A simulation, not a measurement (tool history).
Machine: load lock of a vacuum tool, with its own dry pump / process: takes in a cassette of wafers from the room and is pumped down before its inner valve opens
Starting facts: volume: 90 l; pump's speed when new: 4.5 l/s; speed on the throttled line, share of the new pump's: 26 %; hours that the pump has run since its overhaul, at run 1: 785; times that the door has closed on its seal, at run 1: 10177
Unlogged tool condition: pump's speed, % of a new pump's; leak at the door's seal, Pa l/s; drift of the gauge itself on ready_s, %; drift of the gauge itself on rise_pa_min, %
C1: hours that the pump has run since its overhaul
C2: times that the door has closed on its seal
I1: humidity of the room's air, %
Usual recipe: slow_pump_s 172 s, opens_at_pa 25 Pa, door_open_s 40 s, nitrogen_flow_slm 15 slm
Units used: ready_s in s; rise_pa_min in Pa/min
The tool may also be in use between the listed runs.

{"run": 1, "hour": 0.0, "slow_pump_s": 172, "opens_at_pa": 25, "door_open_s": 40, "nitrogen_flow_slm": 15, "C1": 785, "C2": 10177, "I1": 42.2, "ready_s": 293.9, "rise_pa_min": 0.029}
{"run": 2, "hour": 123.5, "slow_pump_s": 172, "opens_at_pa": 25, "door_open_s": 40, "nitrogen_flow_slm": 15, "C1": 908, "C2": 10371, "I1": 44.5, "ready_s": 294, "rise_pa_min": 0.04}
{"run": 3, "hour": 283.9, "slow_pump_s": 159, "opens_at_pa": 25, "door_open_s": 40, "nitrogen_flow_slm": 15, "C1": 1069, "C2": 10622, "I1": 42.1, "ready_s": 284.3, "rise_pa_min": 0.03}
{"run": 4, "hour": 466.5, "slow_pump_s": 159, "opens_at_pa": 25, "door_open_s": 40, "nitrogen_flow_slm": 15, "C1": 1251, "C2": 10908, "I1": 43.5, "ready_s": 285.4, "rise_pa_min": 0.035}
{"run": 5, "hour": 655.9, "slow_pump_s": 107, "opens_at_pa": 25, "door_open_s": 40, "nitrogen_flow_slm": 15, "C1": 1441, "C2": 11205, "I1": 43.4, "ready_s": 246.4, "rise_pa_min": 0.033}
{"run": 6, "hour": 748.9, "slow_pump_s": 107, "opens_at_pa": 25, "door_open_s": 40, "nitrogen_flow_slm": 15, "C1": 1534, "C2": 11350, "I1": 45.1, "ready_s": 246.5, "rise_pa_min": 0.036}
{"run": 7, "hour": 865.6, "slow_pump_s": 172, "opens_at_pa": 25, "door_open_s": 40, "nitrogen_flow_slm": 38, "C1": 1650, "C2": 11533, "I1": 41.8, "ready_s": 294.4, "rise_pa_min": 0.021}
{"run": 8, "hour": 991.8, "slow_pump_s": 172, "opens_at_pa": 25, "door_open_s": 40, "nitrogen_flow_slm": 31, "C1": 1777, "C2": 11731, "I1": 45.7, "ready_s": 294.1, "rise_pa_min": 0.024}
{"run": 9, "hour": 1133.0, "slow_pump_s": 172, "opens_at_pa": 25, "door_open_s": 40, "nitrogen_flow_slm": 32, "C1": 1918, "C2": 11952, "I1": 45.8, "ready_s": 293.7, "rise_pa_min": 0.025}
{"run": 10, "hour": 1217.3, "slow_pump_s": 172, "opens_at_pa": 25, "door_open_s": 40, "nitrogen_flow_slm": 12, "C1": 2002, "C2": 12084, "I1": 45.6, "ready_s": 294, "rise_pa_min": 0.04}
{"run": 11, "hour": 1339.8, "slow_pump_s": 172, "opens_at_pa": 25, "door_open_s": 40, "nitrogen_flow_slm": 12, "C1": 2124, "C2": 12276, "I1": 44.2, "ready_s": 293.9, "rise_pa_min": 0.038}
{"run": 12, "hour": 1520.7, "slow_pump_s": 172, "opens_at_pa": 23, "door_open_s": 40, "nitrogen_flow_slm": 15, "C1": 2305, "C2": 12560, "I1": 44.9, "ready_s": 296.7, "rise_pa_min": 0.03}
{"run": 13, "hour": 1620.0, "slow_pump_s": 172, "opens_at_pa": 25, "door_open_s": 233, "nitrogen_flow_slm": 15, "C1": 2405, "C2": 12716, "I1": 46.3, "ready_s": 293.7, "rise_pa_min": 0.073}
{"run": 14, "hour": 1709.3, "slow_pump_s": 172, "opens_at_pa": 33, "door_open_s": 40, "nitrogen_flow_slm": 15, "C1": 2494, "C2": 12855, "I1": 50, "ready_s": 288.1, "rise_pa_min": 0.033}
{"run": 15, "hour": 1835.0, "slow_pump_s": 172, "opens_at_pa": 33, "door_open_s": 40, "nitrogen_flow_slm": 15, "C1": 2620, "C2": 13052, "I1": 43.5, "ready_s": 289.1, "rise_pa_min": 0.026}
{"run": 16, "hour": 1932.0, "slow_pump_s": 172, "opens_at_pa": 31, "door_open_s": 40, "nitrogen_flow_slm": 15, "C1": 2717, "C2": 13204, "I1": 46, "ready_s": 290.8, "rise_pa_min": 0.034}
{"run": 17, "hour": 2028.2, "slow_pump_s": 172, "opens_at_pa": 25, "door_open_s": 40, "nitrogen_flow_slm": 7, "C1": 2813, "C2": 13355, "I1": 43.5, "ready_s": 294.8, "rise_pa_min": 0.04}
{"run": 18, "hour": 2186.0, "slow_pump_s": 244, "opens_at_pa": 25, "door_open_s": 40, "nitrogen_flow_slm": 7, "C1": 2971, "C2": 13602, "I1": 44.2, "ready_s": 347.2, "rise_pa_min": 0.044}
{"run": 19, "hour": 2330.3, "slow_pump_s": 172, "opens_at_pa": 25, "door_open_s": 40, "nitrogen_flow_slm": 9, "C1": 3115, "C2": 13828, "I1": 45.7, "ready_s": 293.3, "rise_pa_min": 0.038}
{"run": 20, "hour": 2417.3, "slow_pump_s": 139, "opens_at_pa": 47, "door_open_s": 26, "nitrogen_flow_slm": 10, "C1": 3202, "C2": 13965, "I1": 41.1, "ready_s": 256.3, "rise_pa_min": 0.03}
{"run": 21, "hour": 2504.9, "slow_pump_s": 139, "opens_at_pa": 47, "door_open_s": 26, "nitrogen_flow_slm": 10, "C1": 3290, "C2": 14102, "I1": 46.6, "ready_s": 257, "rise_pa_min": 0.031}
{"run": 22, "hour": 2658.7, "slow_pump_s": 172, "opens_at_pa": 29, "door_open_s": 40, "nitrogen_flow_slm": 6, "C1": 3443, "C2": 14343, "I1": 44.5, "ready_s": 290.8, "rise_pa_min": 0.044}
{"run": 23, "hour": 2829.0, "slow_pump_s": 209, "opens_at_pa": 25, "door_open_s": 217, "nitrogen_flow_slm": 15, "C1": 3614, "C2": 14610, "I1": 44.5, "ready_s": 320.5, "rise_pa_min": 0.069}
{"run": 24, "hour": 2923.1, "slow_pump_s": 209, "opens_at_pa": 25, "door_open_s": 56, "nitrogen_flow_slm": 15, "C1": 3708, "C2": 14757, "I1": 42.3, "ready_s": 321, "rise_pa_min": 0.037}
{"run": 25, "hour": 3013.2, "slow_pump_s": 163, "opens_at_pa": 32, "door_open_s": 153, "nitrogen_flow_slm": 16, "C1": 3798, "C2": 14899, "I1": 45.4, "ready_s": 283, "rise_pa_min": 0.064}
{"run": 26, "hour": 3143.2, "slow_pump_s": 163, "opens_at_pa": 32, "door_open_s": 153, "nitrogen_flow_slm": 16, "C1": 3928, "C2": 15102, "I1": 43.7, "ready_s": 282.6, "rise_pa_min": 0.054}
{"run": 27, "hour": 3297.3, "slow_pump_s": 163, "opens_at_pa": 42, "door_open_s": 153, "nitrogen_flow_slm": 8, "C1": 4082, "C2": 15344, "I1": 42.8, "ready_s": 277.3, "rise_pa_min": 0.068}
{"run": 28, "hour": 3440.1, "slow_pump_s": 163, "opens_at_pa": 42, "door_open_s": 153, "nitrogen_flow_slm": 8, "C1": 4225, "C2": 15568, "I1": 45.1, "ready_s": 277, "rise_pa_min": 0.077}
{"run": 29, "hour": 3545.8, "slow_pump_s": 163, "opens_at_pa": 42, "door_open_s": 153, "nitrogen_flow_slm": 8, "C1": 4331, "C2": 15733, "I1": 45.4, "ready_s": 276.5, "rise_pa_min": 0.078}
{"run": 30, "hour": 3694.0, "slow_pump_s": 341, "opens_at_pa": 36, "door_open_s": 28, "nitrogen_flow_slm": 6, "C1": 4479, "C2": 15966, "I1": 45.4, "ready_s": 412.4, "rise_pa_min": 0.035}
{"run": 31, "hour": 3853.0, "slow_pump_s": 177, "opens_at_pa": 21, "door_open_s": 77, "nitrogen_flow_slm": 19, "C1": 4638, "C2": 16215, "I1": 46.7, "ready_s": 302.3, "rise_pa_min": 0.044}
{"run": 32, "hour": 3934.5, "slow_pump_s": 172, "opens_at_pa": 25, "door_open_s": 40, "nitrogen_flow_slm": 16, "C1": 4719, "C2": 16342, "I1": 47.5, "ready_s": 295.1, "rise_pa_min": 0.033}
{"run": 33, "hour": 4082.1, "slow_pump_s": 172, "opens_at_pa": 25, "door_open_s": 40, "nitrogen_flow_slm": 16, "C1": 4867, "C2": 16574, "I1": 46.7, "ready_s": 295, "rise_pa_min": 0.034}
{"run": 34, "hour": 4241.6, "slow_pump_s": 172, "opens_at_pa": 25, "door_open_s": 40, "nitrogen_flow_slm": 16, "C1": 5026, "C2": 16824, "I1": 44.5, "ready_s": 295.3, "rise_pa_min": 0.027}
{"run": 35, "hour": 4410.1, "slow_pump_s": 149, "opens_at_pa": 22, "door_open_s": 98, "nitrogen_flow_slm": 10, "C1": 5195, "C2": 17088, "I1": 46.5, "ready_s": 279.5, "rise_pa_min": 0.061}
{"run": 36, "hour": 4518.4, "slow_pump_s": 149, "opens_at_pa": 25, "door_open_s": 149, "nitrogen_flow_slm": 31, "C1": 5303, "C2": 17257, "I1": 44.3, "ready_s": 276.9, "rise_pa_min": 0.043}
{"run": 37, "hour": 4676.9, "slow_pump_s": 136, "opens_at_pa": 27, "door_open_s": 26, "nitrogen_flow_slm": 5, "C1": 5462, "C2": 17506, "I1": 43.2, "ready_s": 266.1, "rise_pa_min": 0.032}

Each row is a separate what-if for the run after 37, all from the same tool condition, not one after another. Results?
{"run": "A", "hour": 4773.8, "slow_pump_s": 127, "opens_at_pa": 27, "door_open_s": 26, "nitrogen_flow_slm": 21, "C1": 5558, "C2": 17657, "I1": 45.6, "ready_s": "?", "rise_pa_min": "?"}
{"run": "B", "hour": 4773.8, "slow_pump_s": 136, "opens_at_pa": 32, "door_open_s": 57, "nitrogen_flow_slm": 6, "C1": 5558, "C2": 17657, "I1": 43.3, "ready_s": "?", "rise_pa_min": "?"}
{"run": "C", "hour": 4773.8, "slow_pump_s": 172, "opens_at_pa": 25, "door_open_s": 30, "nitrogen_flow_slm": 33, "C1": 5558, "C2": 17657, "I1": 46.4, "ready_s": "?", "rise_pa_min": "?"}
{"run": "D", "hour": 4773.8, "slow_pump_s": 136, "opens_at_pa": 38, "door_open_s": 64, "nitrogen_flow_slm": 7, "C1": 5558, "C2": 17657, "I1": 46.3, "ready_s": "?", "rise_pa_min": "?"}

run=A ready_s=257.7 rise_pa_min=0.022
run=B ready_s=261.4 rise_pa_min=0.049
run=C ready_s=294.8 rise_pa_min=0.02
run=D ready_s=259.5 rise_pa_min=0.054
With no hidden state in the tool, these same runs would have given:
run=A ready_s=257.6 rise_pa_min=0.022
run=B ready_s=261.3 rise_pa_min=0.048
run=C ready_s=294.8 rise_pa_min=0.02
run=D ready_s=259.4 rise_pa_min=0.054
